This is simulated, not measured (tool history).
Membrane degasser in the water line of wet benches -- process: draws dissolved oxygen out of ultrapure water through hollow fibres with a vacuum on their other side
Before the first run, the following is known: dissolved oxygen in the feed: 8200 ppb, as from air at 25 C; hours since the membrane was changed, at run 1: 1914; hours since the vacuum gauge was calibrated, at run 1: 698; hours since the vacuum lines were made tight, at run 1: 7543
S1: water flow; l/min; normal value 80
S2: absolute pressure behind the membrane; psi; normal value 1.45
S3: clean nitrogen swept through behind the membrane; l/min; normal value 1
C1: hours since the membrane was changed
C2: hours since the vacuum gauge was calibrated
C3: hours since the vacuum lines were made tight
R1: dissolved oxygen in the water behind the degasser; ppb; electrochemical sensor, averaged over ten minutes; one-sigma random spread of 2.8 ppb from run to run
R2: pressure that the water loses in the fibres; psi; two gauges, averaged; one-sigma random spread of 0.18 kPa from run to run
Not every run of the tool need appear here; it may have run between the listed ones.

| run | hour | S1 | S2 | S3 | C1 | C2 | C3 | R1 | R2 |
|---|---|---|---|---|---|---|---|---|---|
| 1 | 0 | 80 | 1.45 | 1 | 1914 | 698 | 7543 | 854.9 | 4.618 |
| 2 | 30.9 | 80 | 1.45 | 1 | 1945 | 728 | 7574 | 858.9 | 4.592 |
| 3 | 57 | 80 | 1.45 | 1 | 1971 | 755 | 7600 | 856.9 | 4.624 |
| 4 | 99.3 | 66 | 1.45 | 1 | 2013 | 797 | 7642 | 749.3 | 3.783 |
| 5 | 138.8 | 80 | 1.45 | 0.43 | 2053 | 836 | 7682 | 1352.1 | 4.609 |
| 6 | 159.7 | 80 | 1.45 | 0.43 | 2074 | 857 | 7703 | 1345.8 | 4.559 |
| 7 | 204.9 | 80 | 1.68 | 1 | 2119 | 902 | 7748 | 1031.1 | 4.624 |
|  | 217 | seals of the vacuum lines changed |
| 8 | 231.5 | 80 | 1.68 | 1 | 2143 | 927 | 14 | 1046.1 | 4.564 |
| 9 | 258.7 | 117 | 1.45 | 1 | 2171 | 954 | 42 | 1134.7 | 6.711 |
| 10 | 281.2 | 117 | 1.45 | 1 | 2193 | 977 | 64 | 1137.8 | 6.711 |
| 11 | 322.4 | 117 | 1.45 | 1 | 2234 | 1018 | 105 | 1139.7 | 6.698 |
| 12 | 372.8 | 80 | 1.45 | 1.88 | 2285 | 1068 | 156 | 557.6 | 4.621 |
| 13 | 405.1 | 63 | 3.61 | 0.75 | 2317 | 1101 | 188 | 2358 | 3.578 |
| 14 | 449 | 80 | 3.35 | 0.68 | 2361 | 1145 | 232 | 2670.6 | 4.58 |
| 15 | 485.7 | 64 | 2.54 | 0.77 | 2397 | 1181 | 269 | 1679.8 | 3.709 |
| 16 | 513.9 | 64 | 2.54 | 0.77 | 2426 | 1209 | 297 | 1689.4 | 3.681 |

Forecast run 17:
| 17 | 534.3 | 123 | 2.58 | 1.51 | 2446 | 1230 | 317 | ? | ? |

R1: 1764 ppb
R2: 7.071 psi
Take away the tool's hidden state, keep the run-to-run variation as it was, and the same run would have given R1 1758 ppb, R2 7.011 psi.
